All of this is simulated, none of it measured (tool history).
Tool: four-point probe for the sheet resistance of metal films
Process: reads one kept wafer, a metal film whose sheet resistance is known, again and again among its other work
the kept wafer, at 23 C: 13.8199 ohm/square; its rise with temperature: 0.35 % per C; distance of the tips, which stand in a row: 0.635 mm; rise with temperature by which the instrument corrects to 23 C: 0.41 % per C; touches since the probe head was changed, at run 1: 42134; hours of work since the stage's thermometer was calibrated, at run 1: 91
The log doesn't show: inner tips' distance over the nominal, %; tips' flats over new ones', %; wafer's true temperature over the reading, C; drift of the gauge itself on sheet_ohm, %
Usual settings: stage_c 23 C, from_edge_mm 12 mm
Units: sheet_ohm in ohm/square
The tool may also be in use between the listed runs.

run    hour  stage_c  from_edge_mm  touches since the probe head was changed  hours of work since the stage's thermometer was calibrated  sheet_ohm
  1       0       23            12                                     42134                                                          91  13.884947
  2     114       23            12                                     43922                                                         179  13.886665
  3   225.1       23            12                                     45665                                                         264  13.885178
  4   281.6       23            12                                     46551                                                         308  13.886838
  5     377       23            12                                     48047                                                         382  13.888028
  6   480.6       33            12                                     49673                                                         461  13.805068
  7     581       23            12                                     51247                                                         539  13.885177
  8   689.9       23            29                                     52955                                                         623  13.863716
  9     752       23            12                                     53929                                                         671  13.885875
 10   816.3       23            12                                     54938                                                         720  13.879518
 11   866.5       23            12                                     55726                                                         759  13.876447
 12     981       23            12                                     57523                                                         847  13.883319
 13  1080.7       23            12                                     59087                                                         924  13.878651
 14  1144.6       23            12                                     60089                                                         973  13.875839
 15  1261.2       21            51                                     61917                                                        1063  13.868055
 16  1364.8       21            51                                     63543                                                        1143  13.868087
 17  1473.5       31            51                                     65248                                                        1227  13.790108
     1508.8  -- stage's thermometer calibrated
 18    1586       24            12                                     67004                                                          60  13.851454
 19    1654       19            20                                     68071                                                         112  13.880106
 20  1724.4       28            65                                     69176                                                         166  13.797077
 21  1784.1       28            65                                     70111                                                         212  13.798738
 22  1835.1       28            65                                     70912                                                         252  13.795292
 23  1955.4       19            67                                     72798                                                         344  13.865937
 24  2012.6       19            67                                     73696                                                         388  13.869164
 25  2096.6       22            28                                     75013                                                         453  13.843397
 26  2188.1       24            14                                     76450                                                         524   13.84323
 27  2244.6       19             4                                     77336                                                         567  14.041349
 28  2341.9       19             4                                     78862                                                         642  14.043643

3 ways to go on from here, each from the tool as it stands after run 28. What would each give?
  A  2443.6       20            19                                     80457                                                         721          ?
  B  2443.6       27            20                                     80457                                                         721          ?
  C  2443.6       20            12                                     80457                                                         721          ?

run  sheet_ohm
  A    13.8675
  B  13.803122
  C  13.875733
Without the tool's hidden state the same runs would have given:
run  sheet_ohm
  A  13.859662
  B   13.79537
  C  13.867891

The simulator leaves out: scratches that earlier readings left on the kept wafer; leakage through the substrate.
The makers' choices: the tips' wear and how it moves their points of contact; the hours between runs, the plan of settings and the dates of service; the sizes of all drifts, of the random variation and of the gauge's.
